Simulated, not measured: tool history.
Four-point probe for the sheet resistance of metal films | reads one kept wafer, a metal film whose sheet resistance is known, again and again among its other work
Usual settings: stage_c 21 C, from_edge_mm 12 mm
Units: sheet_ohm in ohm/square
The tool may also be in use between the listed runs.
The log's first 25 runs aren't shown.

run 26 hour=754.3 | stage_c=23 from_edge_mm=4 | sheet_ohm=7.691677
run 27 hour=772.5 | stage_c=23 from_edge_mm=4 | sheet_ohm=7.690139
run 28 hour=794.1 | stage_c=28 from_edge_mm=14 | sheet_ohm=7.453418
run 29 hour=836.1 | stage_c=25 from_edge_mm=14 | sheet_ohm=7.464188
run 30 hour=873.5 | stage_c=27 from_edge_mm=11 | sheet_ohm=7.474479
run 31 hour=912.9 | stage_c=27 from_edge_mm=11 | sheet_ohm=7.472984
run 32 hour=948.1 | stage_c=24 from_edge_mm=3 | sheet_ohm=7.872909
run 33 hour=986.5 | stage_c=33 from_edge_mm=10 | sheet_ohm=7.463510
run 34 hour=1020.9 | stage_c=22 from_edge_mm=35 | sheet_ohm=7.466607
run 35 hour=1043.8 | stage_c=25 from_edge_mm=12 | sheet_ohm=7.479527
run 36 hour=1085.2 | stage_c=29 from_edge_mm=29 | sheet_ohm=7.447863
run 37 hour=1111.7 | stage_c=26 from_edge_mm=29 | sheet_ohm=7.455933
run 38 hour=1143.9 | stage_c=32 from_edge_mm=3 | sheet_ohm=7.849506
run 39 hour=1171.1 | stage_c=33 from_edge_mm=5 | sheet_ohm=7.589175
run 40 hour=1189.5 | stage_c=19 from_edge_mm=63 | sheet_ohm=7.484259
run 41 hour=1230.2 | stage_c=30 from_edge_mm=5 | sheet_ohm=7.602767
run 42 hour=1261.0 | stage_c=19 from_edge_mm=16 | sheet_ohm=7.499680
run 43 hour=1293.5 | stage_c=19 from_edge_mm=16 | sheet_ohm=7.501790
run 44 hour=1332.3 | stage_c=19 from_edge_mm=16 | sheet_ohm=7.502020
-- hour=1352.8 new probe head fitted
run 45 hour=1366.2 | stage_c=34 from_edge_mm=3 | sheet_ohm=7.718425

Forecast each of these 4 alternatives for the next run:
run A hour=1393.5 | stage_c=23 from_edge_mm=28 | sheet_ohm=?
run B hour=1393.5 | stage_c=19 from_edge_mm=3 | sheet_ohm=?
run C hour=1393.5 | stage_c=19 from_edge_mm=15 | sheet_ohm=?
run D hour=1393.5 | stage_c=24 from_edge_mm=11 | sheet_ohm=?

run=A sheet_ohm=7.349831
run=B sheet_ohm=7.772915
run=C sheet_ohm=7.375222
run=D sheet_ohm=7.371807
Without the tool's hidden state the same runs would have given:
run=A sheet_ohm=7.387974
run=B sheet_ohm=7.812946
run=C sheet_ohm=7.413408
run=D sheet_ohm=7.410070

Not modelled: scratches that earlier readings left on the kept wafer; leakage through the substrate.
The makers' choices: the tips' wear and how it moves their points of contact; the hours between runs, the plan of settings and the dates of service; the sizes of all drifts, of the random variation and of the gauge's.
